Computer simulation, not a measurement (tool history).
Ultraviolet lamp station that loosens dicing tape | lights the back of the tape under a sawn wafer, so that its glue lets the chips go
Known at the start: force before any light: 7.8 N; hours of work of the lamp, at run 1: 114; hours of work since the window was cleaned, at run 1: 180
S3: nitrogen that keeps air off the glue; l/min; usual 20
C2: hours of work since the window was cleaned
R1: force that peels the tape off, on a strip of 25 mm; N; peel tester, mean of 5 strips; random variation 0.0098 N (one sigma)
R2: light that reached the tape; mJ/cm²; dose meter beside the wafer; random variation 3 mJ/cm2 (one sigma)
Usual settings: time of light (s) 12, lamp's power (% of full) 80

run 1 day=0 | time_of_light_(s)=12 lamp's_power_(%_of_full)=80 S3=20 | hours_of_work_of_the_lamp=114 C2=180 | R1=0.513 R2=392
-- day=1.738 window cleaned of glue's vapour
run 2 day=1.804 | time_of_light_(s)=12 lamp's_power_(%_of_full)=80 S3=20 | hours_of_work_of_the_lamp=143 C2=1 | R1=0.453 R2=418
run 3 day=3.312 | time_of_light_(s)=12 lamp's_power_(%_of_full)=78 S3=20 | hours_of_work_of_the_lamp=168 C2=26 | R1=0.482 R2=402
run 4 day=5.842 | time_of_light_(s)=12 lamp's_power_(%_of_full)=78 S3=20 | hours_of_work_of_the_lamp=209 C2=67 | R1=0.486 R2=390
run 5 day=7.808 | time_of_light_(s)=12 lamp's_power_(%_of_full)=78 S3=20 | hours_of_work_of_the_lamp=241 C2=98 | R1=0.51 R2=386
run 6 day=10.433 | time_of_light_(s)=7 lamp's_power_(%_of_full)=80 S3=20 | hours_of_work_of_the_lamp=283 C2=141 | R1=1.407 R2=226
run 7 day=11.817 | time_of_light_(s)=7 lamp's_power_(%_of_full)=80 S3=20 | hours_of_work_of_the_lamp=306 C2=163 | R1=1.353 R2=226
run 8 day=14.379 | time_of_light_(s)=7 lamp's_power_(%_of_full)=80 S3=20 | hours_of_work_of_the_lamp=347 C2=205 | R1=1.431 R2=216
-- day=14.521 window cleaned of glue's vapour
run 9 day=16.317 | time_of_light_(s)=7 lamp's_power_(%_of_full)=80 S3=20 | hours_of_work_of_the_lamp=378 C2=29 | R1=1.245 R2=234
run 10 day=17.546 | time_of_light_(s)=7 lamp's_power_(%_of_full)=80 S3=18 | hours_of_work_of_the_lamp=398 C2=49 | R1=1.361 R2=230
run 11 day=19.562 | time_of_light_(s)=7 lamp's_power_(%_of_full)=80 S3=23 | hours_of_work_of_the_lamp=431 C2=82 | R1=1.247 R2=224
run 12 day=22.004 | time_of_light_(s)=12 lamp's_power_(%_of_full)=80 S3=20 | hours_of_work_of_the_lamp=470 C2=121 | R1=0.544 R2=374
run 13 day=23.196 | time_of_light_(s)=12 lamp's_power_(%_of_full)=80 S3=20 | hours_of_work_of_the_lamp=490 C2=141 | R1=0.57 R2=371
run 14 day=24.483 | time_of_light_(s)=12 lamp's_power_(%_of_full)=80 S3=20 | hours_of_work_of_the_lamp=511 C2=162 | R1=0.568 R2=364
run 15 day=26.25 | time_of_light_(s)=12 lamp's_power_(%_of_full)=80 S3=20 | hours_of_work_of_the_lamp=539 C2=190 | R1=0.586 R2=358
-- day=27.388 window cleaned of glue's vapour
run 16 day=29.025 | time_of_light_(s)=12 lamp's_power_(%_of_full)=96 S3=20 | hours_of_work_of_the_lamp=584 C2=27 | R1=0.402 R2=457
run 17 day=30.833 | time_of_light_(s)=12 lamp's_power_(%_of_full)=98 S3=12 | hours_of_work_of_the_lamp=613 C2=56 | R1=0.448 R2=458
run 18 day=32.233 | time_of_light_(s)=12 lamp's_power_(%_of_full)=98 S3=12 | hours_of_work_of_the_lamp=636 C2=79 | R1=0.458 R2=454
run 19 day=34.121 | time_of_light_(s)=12 lamp's_power_(%_of_full)=98 S3=12 | hours_of_work_of_the_lamp=667 C2=109 | R1=0.498 R2=446
run 20 day=35.579 | time_of_light_(s)=17 lamp's_power_(%_of_full)=95 S3=17 | hours_of_work_of_the_lamp=690 C2=133 | R1=0.305 R2=599
run 21 day=37.096 | time_of_light_(s)=7 lamp's_power_(%_of_full)=80 S3=38 | hours_of_work_of_the_lamp=715 C2=157 | R1=1.353 R2=204
run 22 day=38.35 | time_of_light_(s)=13 lamp's_power_(%_of_full)=80 S3=33 | hours_of_work_of_the_lamp=735 C2=178 | R1=0.51 R2=373
-- day=40.208 window cleaned of glue's vapour
run 23 day=40.208 | time_of_light_(s)=6 lamp's_power_(%_of_full)=79 S3=10 | hours_of_work_of_the_lamp=765 C2=0 | R1=2.09 R2=181
run 24 day=41.938 | time_of_light_(s)=6 lamp's_power_(%_of_full)=79 S3=10 | hours_of_work_of_the_lamp=793 C2=28 | R1=2.248 R2=182
run 25 day=43.388 | time_of_light_(s)=12 lamp's_power_(%_of_full)=92 S3=38 | hours_of_work_of_the_lamp=816 C2=52 | R1=0.379 R2=417
run 26 day=45.996 | time_of_light_(s)=7 lamp's_power_(%_of_full)=81 S3=7 | hours_of_work_of_the_lamp=859 C2=94 | R1=2.036 R2=203
run 27 day=47.942 | time_of_light_(s)=15 lamp's_power_(%_of_full)=80 S3=9 | hours_of_work_of_the_lamp=890 C2=125 | R1=0.566 R2=432
run 28 day=50.729 | time_of_light_(s)=15 lamp's_power_(%_of_full)=80 S3=9 | hours_of_work_of_the_lamp=935 C2=171 | R1=0.624 R2=422
run 29 day=52.038 | time_of_light_(s)=7 lamp's_power_(%_of_full)=72 S3=35 | hours_of_work_of_the_lamp=957 C2=192 | R1=1.798 R2=175
-- day=53.1 window cleaned of glue's vapour
run 30 day=53.638 | time_of_light_(s)=10 lamp's_power_(%_of_full)=88 S3=22 | hours_of_work_of_the_lamp=982 C2=9 | R1=0.701 R2=329
run 31 day=55.033 | time_of_light_(s)=10 lamp's_power_(%_of_full)=88 S3=22 | hours_of_work_of_the_lamp=1005 C2=31 | R1=0.722 R2=321
run 32 day=56.246 | time_of_light_(s)=9 lamp's_power_(%_of_full)=69 S3=34 | hours_of_work_of_the_lamp=1025 C2=51 | R1=1.194 R2=226

Hidden state or all else? Some run-to-run changes of R1, split into what the settings, what came in and random variation would give without the hidden state, and what is left for the hidden state (with any gauge scatter that isn't in both results):
The hidden state here: lamp's light, % of a new lamp's; light that the window lets through, % of a clean one's; drift of the gauge itself on peel_n, %; drift of the gauge itself on dose_mj_cm2, %.
Run 22 -> 23: time of light (s) 13 -> 6, lamp's power (% of full) 80 -> 79, S3 33 -> 10, window cleaned of glue's vapour. R1 +1.58 N: hidden state +0.236, all else +1.344.
Run 24 -> 25: time of light (s) 6 -> 12, lamp's power (% of full) 79 -> 92, S3 10 -> 38. R1 -1.869 N: hidden state -0.373, all else -1.496.
Run 25 -> 26: time of light (s) 12 -> 7, lamp's power (% of full) 92 -> 81, S3 38 -> 7. R1 +1.657 N: hidden state +0.449, all else +1.208.
Run 28 -> 29: time of light (s) 15 -> 7, lamp's power (% of full) 80 -> 72, S3 9 -> 35. R1 +1.174 N: hidden state +0.412, all else +0.762.
Run 29 -> 30: time of light (s) 7 -> 10, lamp's power (% of full) 72 -> 88, S3 35 -> 22, window cleaned of glue's vapour. R1 -1.097 N: hidden state -0.432, all else -0.665.
